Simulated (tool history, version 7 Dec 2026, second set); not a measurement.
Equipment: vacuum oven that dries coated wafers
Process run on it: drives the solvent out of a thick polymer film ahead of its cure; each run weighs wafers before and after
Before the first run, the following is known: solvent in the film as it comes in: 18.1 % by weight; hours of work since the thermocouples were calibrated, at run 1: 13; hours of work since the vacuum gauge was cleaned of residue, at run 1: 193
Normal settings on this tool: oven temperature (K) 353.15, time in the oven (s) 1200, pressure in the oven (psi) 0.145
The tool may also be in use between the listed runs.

run   hour  oven temperature (K)  time in the oven (s)  pressure in the oven (psi)  hours of work since the thermocouples were calibrated  hours of work since the vacuum gauge was cleaned of residue  solvent left in the film (%)
  1    0.0                353.15                  1200                       0.145                                                     13                                                          193                          3.65
  2   16.6                353.15                  1200                       0.505                                                     22                                                          202                          4.51
  3   32.8                353.15                  1200                       0.505                                                     31                                                          211                          4.66
  4   44.1                353.15                   660                       0.145                                                     37                                                          217                          6.70
  5   65.5                353.15                   660                       0.145                                                     49                                                          229                          6.80
  6   79.0                353.15                  1200                       0.145                                                     57                                                          236                          3.68
  7   89.2                353.15                  1200                       0.145                                                     62                                                          242                          3.63
  8  110.4                353.15                  1200                       0.145                                                     74                                                          253                          3.64
  9  125.6                367.15                  1200                       0.145                                                     82                                                          262                          1.30
 10  139.5                353.15                  1200                       0.145                                                     90                                                          269                          3.59
 11  154.3                353.15                  1200                       0.145                                                     98                                                          277                          3.68
 12  164.5                353.15                  1200                       0.145                                                    103                                                          283                          3.66
 13  184.7                353.15                   780                       0.145                                                    114                                                          294                          5.86
 14  199.3                349.15                   780                       0.145                                                    122                                                          302                          6.74
 15  219.4                359.15                  1200                       0.145                                                    133                                                          313                          2.45
 16  237.9                360.15                  1200                       0.145                                                    143                                                          323                          2.17
 17  255.1                360.15                  1200                       0.145                                                    153                                                          332                          2.26
 18  273.9                360.15                  1200                       0.145                                                    163                                                          343                          2.34
 19  284.9                354.15                  1200                       0.145                                                    169                                                          349                          3.45
 20  301.6                354.15                   840                       0.145                                                    178                                                          358                          5.14
 21  319.6                345.15                   900                       0.145                                                    188                                                          368                          7.00
 22  340.0                359.15                  1680                       0.149                                                    199                                                          379                          1.38
 23  350.5                359.15                  1680                       0.149                                                    205                                                          385                          1.38
 24  370.3                341.15                   660                       0.149                                                    216                                                          395                          9.50
 25  380.5                353.15                  1860                       0.508                                                    221                                                          401                          2.91
 26  398.0                353.15                  1860                       0.508                                                    231                                                          411                          2.91
 27  414.3                353.15                  1200                       0.132                                                    240                                                          420                          3.66
 28  434.4                355.15                  1020                       0.103                                                    251                                                          431                          4.04
 29  448.4                352.15                  1200                       0.171                                                    259                                                          438                          3.89
 30  461.9                350.15                   600                       0.410                                                    266                                                          446                          8.25
 31  483.3                344.15                  1200                       0.226                                                    278                                                          457                          6.14
 32  503.2                344.15                  1200                       0.226                                                    289                                                          468                          6.11
 33  522.2                353.15                  1500                       0.503                                                    299                                                          479                          3.66
 34  539.5                357.15                   660                       0.503                                                    308                                                          488                          6.47

Subtracting, for every run, the result it would have given without the tool's unlogged condition from the measured result gives the following. The same run-to-run variation enters both numbers; the gauge's scatter may not:
Hidden state at play: true wafer temperature over the reading, C; true pressure over the reading, kPa; drift of the gauge itself on solvent_pct, %.
run  solvent left in the film (%)
  1                         +0.13
  2                         +0.15
  3                         +0.15
  4                         +0.14
  5                         +0.15
  6                         +0.15
  7                         +0.15
  8                         +0.16
  9                         +0.08
 10                         +0.16
 11                         +0.16
 12                         +0.17
 13                         +0.17
 14                         +0.17
 15                         +0.14
 16                         +0.14
 17                         +0.14
 18                         +0.14
 19                         +0.18
 20                         +0.20
 21                         +0.22
 22                         +0.13
 23                         +0.13
 24                         +0.20
 25                         +0.19
 26                         +0.19
 27                         +0.21
 28                         +0.21
 29                         +0.22
 30                         +0.22
 31                         +0.27
 32                         +0.27
 33                         +0.23
 34                         +0.24

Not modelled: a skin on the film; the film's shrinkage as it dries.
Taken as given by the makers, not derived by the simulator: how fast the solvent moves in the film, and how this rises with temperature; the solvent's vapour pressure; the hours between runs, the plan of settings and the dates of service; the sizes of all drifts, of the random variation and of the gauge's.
